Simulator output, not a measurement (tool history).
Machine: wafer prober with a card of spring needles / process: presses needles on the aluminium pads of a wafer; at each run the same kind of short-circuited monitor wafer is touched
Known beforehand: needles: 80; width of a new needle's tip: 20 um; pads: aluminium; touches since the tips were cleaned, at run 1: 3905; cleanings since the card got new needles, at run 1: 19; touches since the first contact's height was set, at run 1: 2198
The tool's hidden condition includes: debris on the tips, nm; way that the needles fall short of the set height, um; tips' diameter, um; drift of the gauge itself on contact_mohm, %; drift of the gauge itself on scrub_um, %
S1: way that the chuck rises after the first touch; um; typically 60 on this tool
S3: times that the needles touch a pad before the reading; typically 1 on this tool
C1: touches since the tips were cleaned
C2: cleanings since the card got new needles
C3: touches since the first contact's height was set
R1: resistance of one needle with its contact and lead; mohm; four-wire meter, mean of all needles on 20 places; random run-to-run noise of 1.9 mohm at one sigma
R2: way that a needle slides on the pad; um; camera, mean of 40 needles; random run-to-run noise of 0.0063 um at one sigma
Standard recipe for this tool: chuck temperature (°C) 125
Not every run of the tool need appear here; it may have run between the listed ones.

run 1 hour=0 | S1=60 chuck_temperature_(°C)=125 S3=1 | C1=3905 C2=19 C3=2198 | R1=203 R2=8.952
run 2 hour=11.9 | S1=52 chuck_temperature_(°C)=125 S3=1 | C1=6572 C2=19 C3=4865 | R1=203 R2=7.759
-- hour=13.8 tips cleaned on abrasive film
run 3 hour=25.7 | S1=60 chuck_temperature_(°C)=125 S3=1 | C1=2665 C2=20 C3=7919 | R1=198 R2=8.956
-- hour=44.6 tips cleaned on abrasive film
run 4 hour=44.6 | S1=60 chuck_temperature_(°C)=125 S3=3 | C1=0 C2=21 C3=12132 | R1=199 R2=8.968
run 5 hour=67.5 | S1=60 chuck_temperature_(°C)=125 S3=3 | C1=5134 C2=21 C3=17266 | R1=200 R2=8.977
-- hour=75.9 tips cleaned on abrasive film
run 6 hour=79.8 | S1=60 chuck_temperature_(°C)=125 S3=3 | C1=862 C2=22 C3=19986 | R1=201 R2=8.981
run 7 hour=105.7 | S1=60 chuck_temperature_(°C)=125 S3=3 | C1=6674 C2=22 C3=25798 | R1=196 R2=8.974
-- hour=107.1 tips cleaned on abrasive film
run 8 hour=119.9 | S1=60 chuck_temperature_(°C)=125 S3=3 | C1=2855 C2=23 C3=28934 | R1=197 R2=8.988
-- hour=138.9 tips cleaned on abrasive film
run 9 hour=143.4 | S1=60 chuck_temperature_(°C)=125 S3=1 | C1=1011 C2=24 C3=34186 | R1=198 R2=8.995
run 10 hour=161.8 | S1=60 chuck_temperature_(°C)=125 S3=1 | C1=5114 C2=24 C3=38289 | R1=200 R2=9.008
-- hour=169.7 tips cleaned on abrasive film
run 11 hour=186.5 | S1=60 chuck_temperature_(°C)=33 S3=1 | C1=3746 C2=25 C3=43796 | R1=183 R2=9.022
-- hour=200.9 tips cleaned on abrasive film
run 12 hour=202.9 | S1=60 chuck_temperature_(°C)=33 S3=1 | C1=467 C2=26 C3=47462 | R1=182 R2=9.02
run 13 hour=221.9 | S1=60 chuck_temperature_(°C)=33 S3=1 | C1=4717 C2=26 C3=51712 | R1=182 R2=9.023
-- hour=232.7 tips cleaned on abrasive film
run 14 hour=243.1 | S1=79 chuck_temperature_(°C)=33 S3=1 | C1=2322 C2=27 C3=56429 | R1=176 R2=11.899
-- hour=264.2 tips cleaned on abrasive film
run 15 hour=265.9 | S1=56 chuck_temperature_(°C)=125 S3=1 | C1=366 C2=28 C3=61498 | R1=203 R2=8.442
run 16 hour=292.7 | S1=56 chuck_temperature_(°C)=119 S3=3 | C1=6378 C2=28 C3=67510 | R1=199 R2=8.441
-- hour=296.5 tips cleaned on abrasive film
run 17 hour=310.3 | S1=48 chuck_temperature_(°C)=114 S3=3 | C1=3081 C2=29 C3=71416 | R1=200 R2=7.24
-- hour=326.9 height of the first contact set anew
-- hour=328.5 tips cleaned on abrasive film
run 18 hour=334.1 | S1=48 chuck_temperature_(°C)=114 S3=3 | C1=1242 C2=30 C3=1590 | R1=200 R2=7.257
run 19 hour=348.6 | S1=48 chuck_temperature_(°C)=98 S3=3 | C1=4487 C2=30 C3=4835 | R1=198 R2=7.25
-- hour=360 tips cleaned on abrasive film
run 20 hour=370 | S1=53 chuck_temperature_(°C)=46 S3=2 | C1=2235 C2=31 C3=9617 | R1=182 R2=8.012
run 21 hour=387.6 | S1=46 chuck_temperature_(°C)=125 S3=1 | C1=6177 C2=31 C3=13559 | R1=205 R2=6.964
-- hour=392.2 tips cleaned on abrasive film
run 22 hour=398.7 | S1=60 chuck_temperature_(°C)=125 S3=2 | C1=1469 C2=32 C3=16020 | R1=198 R2=9.078
run 23 hour=417 | S1=60 chuck_temperature_(°C)=39 S3=2 | C1=5544 C2=32 C3=20095 | R1=182 R2=9.097
-- hour=423.6 tips cleaned on abrasive film
run 24 hour=429.5 | S1=74 chuck_temperature_(°C)=52 S3=2 | C1=1317 C2=33 C3=22881 | R1=180 R2=11.221
run 25 hour=442.1 | S1=55 chuck_temperature_(°C)=38 S3=1 | C1=4147 C2=33 C3=25711 | R1=184 R2=8.342
-- hour=454.4 tips cleaned on abrasive film
run 26 hour=454.4 | S1=70 chuck_temperature_(°C)=100 S3=2 | C1=0 C2=34 C3=28424 | R1=192 R2=10.624
run 27 hour=469.4 | S1=46 chuck_temperature_(°C)=64 S3=1 | C1=3363 C2=34 C3=31787 | R1=193 R2=6.98
run 28 hour=481.5 | S1=46 chuck_temperature_(°C)=64 S3=1 | C1=6075 C2=34 C3=34499 | R1=188 R2=6.983
-- hour=486.2 tips cleaned on abrasive film
run 29 hour=499.6 | S1=67 chuck_temperature_(°C)=84 S3=3 | C1=3001 C2=35 C3=38518 | R1=188 R2=10.189
run 30 hour=510.9 | S1=60 chuck_temperature_(°C)=113 S3=1 | C1=5540 C2=35 C3=41057 | R1=198 R2=9.143

4 ways to go on from here, each from the tool as it stands after run 30. What would each give?
-- hour=518.3 tips cleaned on abrasive film
run A hour=528.4 | S1=44 chuck_temperature_(°C)=39 S3=1 | C1=2249 C2=36 C3=44948 | R1=? R2=?
-- hour=518.3 tips cleaned on abrasive film
run B hour=528.4 | S1=47 chuck_temperature_(°C)=58 S3=1 | C1=2249 C2=36 C3=44948 | R1=? R2=?
-- hour=518.3 tips cleaned on abrasive film
run C hour=528.4 | S1=60 chuck_temperature_(°C)=90 S3=1 | C1=2249 C2=36 C3=44948 | R1=? R2=?
-- hour=518.3 tips cleaned on abrasive film
run D hour=528.4 | S1=57 chuck_temperature_(°C)=39 S3=1 | C1=2249 C2=36 C3=44948 | R1=? R2=?

run=A R1=188 R2=6.69
run=B R1=197 R2=7.16
run=C R1=193 R2=9.128
run=D R1=182 R2=8.675
With no hidden state in the tool, these same runs would have given:
run=A R1=187 R2=6.555
run=B R1=196 R2=7.016
run=C R1=193 R2=8.944
run=D R1=181 R2=8.5
